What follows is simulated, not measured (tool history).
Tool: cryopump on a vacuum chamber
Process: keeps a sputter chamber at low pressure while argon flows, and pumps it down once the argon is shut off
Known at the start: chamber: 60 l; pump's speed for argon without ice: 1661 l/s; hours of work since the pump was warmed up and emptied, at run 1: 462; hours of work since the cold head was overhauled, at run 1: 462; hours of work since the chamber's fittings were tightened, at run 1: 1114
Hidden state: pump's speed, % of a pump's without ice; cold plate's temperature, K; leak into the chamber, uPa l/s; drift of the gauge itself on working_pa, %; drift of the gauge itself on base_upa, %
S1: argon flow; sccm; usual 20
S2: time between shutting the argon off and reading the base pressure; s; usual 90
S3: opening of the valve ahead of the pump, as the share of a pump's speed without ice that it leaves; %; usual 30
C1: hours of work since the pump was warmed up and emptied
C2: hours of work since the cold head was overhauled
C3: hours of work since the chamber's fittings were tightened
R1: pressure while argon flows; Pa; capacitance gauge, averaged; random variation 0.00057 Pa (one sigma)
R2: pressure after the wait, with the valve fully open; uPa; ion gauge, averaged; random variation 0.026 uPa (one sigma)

run,hour,S1,S2,S3,C1,C2,C3,R1,R2
1,0.0,20,90,30,462,462,1114,0.0708,1.40
2,18.7,20,90,30,471,471,1123,0.0717,1.40
3,35.2,20,139,30,479,479,1131,0.0715,1.12
4,63.6,20,139,30,493,493,1145,0.0713,1.16
5,97.9,20,139,30,510,510,1162,0.0701,1.13
6,121.5,20,139,30,522,522,1173,0.0715,1.07
7,153.4,20,90,30,537,537,1189,0.0716,1.49
8,180.6,20,90,30,551,551,1203,0.0717,1.52
9,197.4,20,90,23,559,559,1211,0.0931,1.48
10,231.8,20,90,23,576,576,1228,0.0915,1.44
11,265.9,9,90,23,593,593,1244,0.0413,1.49
12,299.2,38,90,53,609,609,1261,0.0808,1.52
13,319.2,38,118,52,619,619,1271,0.0833,1.28
14,353.0,38,118,32,635,635,1287,0.1302,1.31
15,373.7,20,27,48,646,646,1297,0.0472,3.57
16,390.0,32,32,29,654,654,1305,0.1198,3.20
17,424.5,20,160,18,671,671,1322,0.1183,1.12
18,459.1,20,160,18,688,688,1339,0.1186,1.19
19,474.9,34,90,30,695,695,1347,0.1233,1.52
20,503.5,22,21,30,709,709,1361,0.0801,4.43
21,517.9,22,21,30,717,717,1368,0.0799,4.44
22,547.5,10,274,47,731,731,1383,0.0245,0.97

3 ways to go on from here, each from the tool as it stands after run 22. What would each give?
A,576.5,24,90,26,745,745,1397,?,?
B,576.5,9,214,31,745,745,1397,?,?
C,576.5,13,90,35,745,745,1397,?,?

run,R1,R2
A,0.1002,1.57
B,0.0319,1.03
C,0.0414,1.58
Without the tool's hidden state the same runs would have given:
run,R1,R2
A,0.0934,1.06
B,0.0294,0.52
C,0.0377,1.06
